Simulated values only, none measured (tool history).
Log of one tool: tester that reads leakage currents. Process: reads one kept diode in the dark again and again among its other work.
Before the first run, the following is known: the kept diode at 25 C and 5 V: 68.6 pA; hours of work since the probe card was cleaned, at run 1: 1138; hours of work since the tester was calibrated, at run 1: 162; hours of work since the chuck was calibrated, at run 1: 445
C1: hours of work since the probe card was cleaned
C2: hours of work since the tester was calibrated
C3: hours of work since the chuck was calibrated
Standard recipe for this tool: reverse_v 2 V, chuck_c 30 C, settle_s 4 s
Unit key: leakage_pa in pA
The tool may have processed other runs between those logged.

Run 1, day 0: usual settings; C1 1138; C2 162; C3 445. Result: leakage_pa 60.91 pA.
Run 2, day 0.8: usual settings; C1 1148; C2 172; C3 455. Result: leakage_pa 61.11 pA.
Run 3, day 2.038: usual settings but chuck_c 25 C; C1 1163; C2 188; C3 470. Result: leakage_pa 43.81 pA.
Run 4, day 3.217: usual settings; C1 1178; C2 203; C3 485. Result: leakage_pa 61.63 pA.
Run 5, day 4.283: usual settings; C1 1192; C2 216; C3 499. Result: leakage_pa 61.74 pA.
At day 4.504: probe card cleaned and baked.
Run 6, day 5.362: usual settings but settle_s 5.33 s; C1 11; C2 228; C3 511. Result: leakage_pa 64.32 pA.
Run 7, day 6.412: usual settings but settle_s 5.33 s; C1 24; C2 242; C3 524. Result: leakage_pa 63.72 pA.
Run 8, day 7.667: usual settings but chuck_c 35 C; C1 40; C2 257; C3 540. Result: leakage_pa 88.07 pA.
Run 9, day 8.242: usual settings but reverse_v 14.13 V, chuck_c 21 C; C1 47; C2 265; C3 547. Result: leakage_pa 143.05 pA.
At day 9.7: probe card cleaned and baked, once more.
Run 10, day 9.717: usual settings but reverse_v 1.61 V, chuck_c 58 C, settle_s 4.76 s; C1 0; C2 282; C3 564. Result: leakage_pa 308.44 pA.
Run 11, day 10.725: usual settings but reverse_v 6.08 V, chuck_c 32 C, settle_s 4.18 s; C1 13; C2 295; C3 577. Result: leakage_pa 128.13 pA.
Run 12, day 11.921: usual settings but reverse_v 6.39 V, chuck_c 28 C, settle_s 0.43 s; C1 28; C2 310; C3 592. Result: leakage_pa 103.45 pA.
Run 13, day 12.5: usual settings but reverse_v 2.49 V, settle_s 2.63 s; C1 35; C2 317; C3 599. Result: leakage_pa 65.74 pA.

3 ways to go on from here, each from the tool as it stands after run 13. What would each give?
Run A, day 13.675: usual settings but reverse_v 1.49 V, settle_s 0.34 s; C1 50; C2 332; C3 614. Result: leakage_pa ?.
Run B, day 13.675: usual settings but reverse_v 2.49 V, chuck_c 27 C, settle_s 2.63 s; C1 50; C2 332; C3 614. Result: leakage_pa ?.
Run C, day 13.675: usual settings but reverse_v 2.49 V, settle_s 2.19 s; C1 50; C2 332; C3 614. Result: leakage_pa ?.

run  leakage_pa
  A        49.7
  B       53.43
  C       65.77
With no hidden state in the tool, these same runs would have given:
run  leakage_pa
  A       49.26
  B       52.87
  C       65.14
